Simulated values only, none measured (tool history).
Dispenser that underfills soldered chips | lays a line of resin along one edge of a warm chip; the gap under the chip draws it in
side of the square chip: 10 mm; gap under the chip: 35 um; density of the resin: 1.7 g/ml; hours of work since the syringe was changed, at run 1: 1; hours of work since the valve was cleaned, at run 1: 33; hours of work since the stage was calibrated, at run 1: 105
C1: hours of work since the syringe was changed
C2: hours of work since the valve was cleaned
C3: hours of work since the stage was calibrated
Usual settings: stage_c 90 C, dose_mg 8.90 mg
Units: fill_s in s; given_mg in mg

{"run": 1, "hour": 0.0, "stage_c": 90, "dose_mg": 8.9, "C1": 1, "C2": 33, "C3": 105, "fill_s": 157.7, "given_mg": 8.7}
{"run": 2, "hour": 8.2, "stage_c": 90, "dose_mg": 8.9, "C1": 6, "C2": 38, "C3": 110, "fill_s": 190.0, "given_mg": 8.65}
{"run": 3, "hour": 12.4, "stage_c": 90, "dose_mg": 8.9, "C1": 9, "C2": 41, "C3": 112, "fill_s": 210.3, "given_mg": 8.66}
{"hour": 15.3, "done": "new syringe of resin"}
{"run": 4, "hour": 19.9, "stage_c": 90, "dose_mg": 8.9, "C1": 3, "C2": 45, "C3": 117, "fill_s": 164.6, "given_mg": 8.62}
{"hour": 23.3, "done": "dispensing valve cleaned and set on the balance"}
{"run": 5, "hour": 28.5, "stage_c": 90, "dose_mg": 8.9, "C1": 8, "C2": 3, "C3": 122, "fill_s": 196.3, "given_mg": 8.84}
{"hour": 33.4, "done": "new syringe of resin"}
{"run": 6, "hour": 34.4, "stage_c": 90, "dose_mg": 8.9, "C1": 1, "C2": 7, "C3": 125, "fill_s": 152.2, "given_mg": 8.86}
{"run": 7, "hour": 42.8, "stage_c": 95, "dose_mg": 8.9, "C1": 6, "C2": 12, "C3": 131, "fill_s": 158.4, "given_mg": 8.79}
{"hour": 50.9, "done": "new syringe of resin"}
{"run": 8, "hour": 52.4, "stage_c": 78, "dose_mg": 8.9, "C1": 1, "C2": 18, "C3": 137, "fill_s": 226.3, "given_mg": 8.78}
{"run": 9, "hour": 60.4, "stage_c": 78, "dose_mg": 8.9, "C1": 6, "C2": 23, "C3": 142, "fill_s": 273.0, "given_mg": 8.75}
{"run": 10, "hour": 66.2, "stage_c": 90, "dose_mg": 8.9, "C1": 10, "C2": 27, "C3": 145, "fill_s": 213.9, "given_mg": 8.73}
{"hour": 68.0, "done": "new syringe of resin"}
{"run": 11, "hour": 72.5, "stage_c": 90, "dose_mg": 10.12, "C1": 3, "C2": 31, "C3": 149, "fill_s": 159.7, "given_mg": 9.88}
{"run": 12, "hour": 80.7, "stage_c": 90, "dose_mg": 10.12, "C1": 8, "C2": 36, "C3": 154, "fill_s": 197.0, "given_mg": 9.84}
{"hour": 85.2, "done": "new syringe of resin"}
{"run": 13, "hour": 86.2, "stage_c": 90, "dose_mg": 10.12, "C1": 1, "C2": 39, "C3": 158, "fill_s": 149.9, "given_mg": 9.83}
{"run": 14, "hour": 92.7, "stage_c": 90, "dose_mg": 8.9, "C1": 5, "C2": 43, "C3": 162, "fill_s": 178.7, "given_mg": 8.63}
{"run": 15, "hour": 97.5, "stage_c": 90, "dose_mg": 8.9, "C1": 8, "C2": 46, "C3": 165, "fill_s": 199.8, "given_mg": 8.62}
{"hour": 99.6, "done": "dispensing valve cleaned and set on the balance"}
{"hour": 103.5, "done": "new syringe of resin"}
{"run": 16, "hour": 105.6, "stage_c": 90, "dose_mg": 8.9, "C1": 1, "C2": 4, "C3": 169, "fill_s": 154.4, "given_mg": 8.87}
{"run": 17, "hour": 112.4, "stage_c": 90, "dose_mg": 8.9, "C1": 6, "C2": 8, "C3": 173, "fill_s": 182.9, "given_mg": 8.85}
{"run": 18, "hour": 116.8, "stage_c": 90, "dose_mg": 8.9, "C1": 8, "C2": 11, "C3": 176, "fill_s": 204.4, "given_mg": 8.82}
{"hour": 120.6, "done": "new syringe of resin"}
{"run": 19, "hour": 124.2, "stage_c": 93, "dose_mg": 8.22, "C1": 2, "C2": 15, "C3": 181, "fill_s": 150.1, "given_mg": 8.14}
{"run": 20, "hour": 128.1, "stage_c": 93, "dose_mg": 8.22, "C1": 5, "C2": 18, "C3": 183, "fill_s": 162.2, "given_mg": 8.12}
{"run": 21, "hour": 134.6, "stage_c": 93, "dose_mg": 8.22, "C1": 9, "C2": 22, "C3": 187, "fill_s": 192.9, "given_mg": 8.09}
{"hour": 138.1, "done": "new syringe of resin"}
{"run": 22, "hour": 140.2, "stage_c": 96, "dose_mg": 9.9, "C1": 1, "C2": 25, "C3": 191, "fill_s": 126.5, "given_mg": 9.69}
{"run": 23, "hour": 144.8, "stage_c": 88, "dose_mg": 7.87, "C1": 4, "C2": 28, "C3": 194, "fill_s": 190.4, "given_mg": 7.74}
{"run": 24, "hour": 153.0, "stage_c": 76, "dose_mg": 10.6, "C1": 9, "C2": 33, "C3": 199, "fill_s": 332.9, "given_mg": 10.37}
{"hour": 155.8, "done": "new syringe of resin"}
{"run": 25, "hour": 159.3, "stage_c": 76, "dose_mg": 8.93, "C1": 2, "C2": 37, "C3": 203, "fill_s": 251.4, "given_mg": 8.67}
{"run": 26, "hour": 166.0, "stage_c": 79, "dose_mg": 9.39, "C1": 6, "C2": 41, "C3": 207, "fill_s": 267.5, "given_mg": 9.12}
{"run": 27, "hour": 170.9, "stage_c": 87, "dose_mg": 10.42, "C1": 10, "C2": 44, "C3": 210, "fill_s": 223.5, "given_mg": 10.09}
{"hour": 173.4, "done": "new syringe of resin"}
{"hour": 176.5, "done": "dispensing valve cleaned and set on the balance"}
{"run": 28, "hour": 177.4, "stage_c": 92, "dose_mg": 10.91, "C1": 2, "C2": 1, "C3": 213, "fill_s": 148.7, "given_mg": 10.92}
{"run": 29, "hour": 185.9, "stage_c": 87, "dose_mg": 7.92, "C1": 7, "C2": 6, "C3": 219, "fill_s": 228.3, "given_mg": 7.9}
{"hour": 191.7, "done": "new syringe of resin"}
{"run": 30, "hour": 191.9, "stage_c": 87, "dose_mg": 7.92, "C1": 0, "C2": 10, "C3": 222, "fill_s": 170.2, "given_mg": 7.84}
{"run": 31, "hour": 198.4, "stage_c": 87, "dose_mg": 7.92, "C1": 4, "C2": 14, "C3": 226, "fill_s": 198.0, "given_mg": 7.83}
{"run": 32, "hour": 207.4, "stage_c": 87, "dose_mg": 7.92, "C1": 10, "C2": 19, "C3": 232, "fill_s": 242.6, "given_mg": 7.81}
{"hour": 209.0, "done": "new syringe of resin"}
{"run": 33, "hour": 214.1, "stage_c": 78, "dose_mg": 10.87, "C1": 3, "C2": 23, "C3": 236, "fill_s": 248.5, "given_mg": 10.71}
{"run": 34, "hour": 220.2, "stage_c": 78, "dose_mg": 10.87, "C1": 7, "C2": 27, "C3": 240, "fill_s": 279.1, "given_mg": 10.67}
{"hour": 226.6, "done": "new syringe of resin"}
{"run": 35, "hour": 228.2, "stage_c": 82, "dose_mg": 8.9, "C1": 1, "C2": 32, "C3": 245, "fill_s": 207.8, "given_mg": 8.71}

Forecast each of these 4 alternatives for the next run:
{"run": "A", "hour": 236.7, "stage_c": 102, "dose_mg": 8.9, "C1": 6, "C2": 38, "C3": 250, "fill_s": "?", "given_mg": "?"}
{"run": "B", "hour": 236.7, "stage_c": 83, "dose_mg": 9.97, "C1": 6, "C2": 38, "C3": 250, "fill_s": "?", "given_mg": "?"}
{"run": "C", "hour": 236.7, "stage_c": 105, "dose_mg": 8.9, "C1": 6, "C2": 38, "C3": 250, "fill_s": "?", "given_mg": "?"}
{"run": "D", "hour": 236.7, "stage_c": 84, "dose_mg": 7.8, "C1": 6, "C2": 38, "C3": 250, "fill_s": "?", "given_mg": "?"}

run=A fill_s=134.1 given_mg=8.70
run=B fill_s=241.6 given_mg=9.70
run=C fill_s=121.5 given_mg=8.71
run=D fill_s=243.5 given_mg=7.61
Without the tool's hidden state the same runs would have given:
run=A fill_s=98.4 given_mg=8.92
run=B fill_s=176.8 given_mg=9.95
run=C fill_s=89.2 given_mg=8.94
run=D fill_s=177.3 given_mg=7.81

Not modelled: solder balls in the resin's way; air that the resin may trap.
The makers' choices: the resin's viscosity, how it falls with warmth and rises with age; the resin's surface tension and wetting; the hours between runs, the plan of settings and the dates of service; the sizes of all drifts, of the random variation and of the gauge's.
